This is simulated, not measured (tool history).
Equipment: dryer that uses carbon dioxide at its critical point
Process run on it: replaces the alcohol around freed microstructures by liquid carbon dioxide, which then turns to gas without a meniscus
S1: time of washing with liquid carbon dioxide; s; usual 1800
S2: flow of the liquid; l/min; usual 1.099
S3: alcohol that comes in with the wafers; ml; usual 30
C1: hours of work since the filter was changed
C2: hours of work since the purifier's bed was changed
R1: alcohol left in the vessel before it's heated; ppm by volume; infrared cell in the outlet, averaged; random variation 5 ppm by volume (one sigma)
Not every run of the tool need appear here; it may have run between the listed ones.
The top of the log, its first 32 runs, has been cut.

run   hour    S1     S2   S3   C1   C2   R1
 33  214.6  1560  1.700  114  461  301   49
 34  223.0  1560  1.110   22  466  306   63
 35  230.5  1380  1.099   61  470  310  165
 36  235.5  1800  1.099   47  473  313   69
 37  241.4  1800  1.099   60  476  316   71
 38  245.9  1800  1.099   60  479  319   75
 39  252.8  2820  1.340   22  483  323   41
 40  259.4  2820  1.340   22  487  326   35
 41  266.6  2820  1.340   22  491  331   43
 42  274.6  2820  1.340   22  495  335   44
 43  279.4  2820  1.340   22  498  338   51
 44  283.5  2820  1.340   22  500  340   49
 45  287.9  2820  1.340   22  503  343   43
 46  295.5  1560  1.099   30  507  347   78
 47  304.1  1500  1.120   30  512  352   93

Predict each of these 4 candidate next runs independently; none follows another, all start after run 47:
  A  309.9  2820  0.740  23  516  355   ?
  B  309.9  1800  0.770  30  516  355   ?
  C  309.9  2880  1.099  48  516  355   ?
  D  309.9  2700  1.140  30  516  355   ?

run   R1
  A   51
  B  144
  C   50
  D   53
The same runs, with their run-to-run variation unchanged, on a tool lacking any hidden condition would have given:
run  R1
  A   4
  B  71
  C   6
  D   9
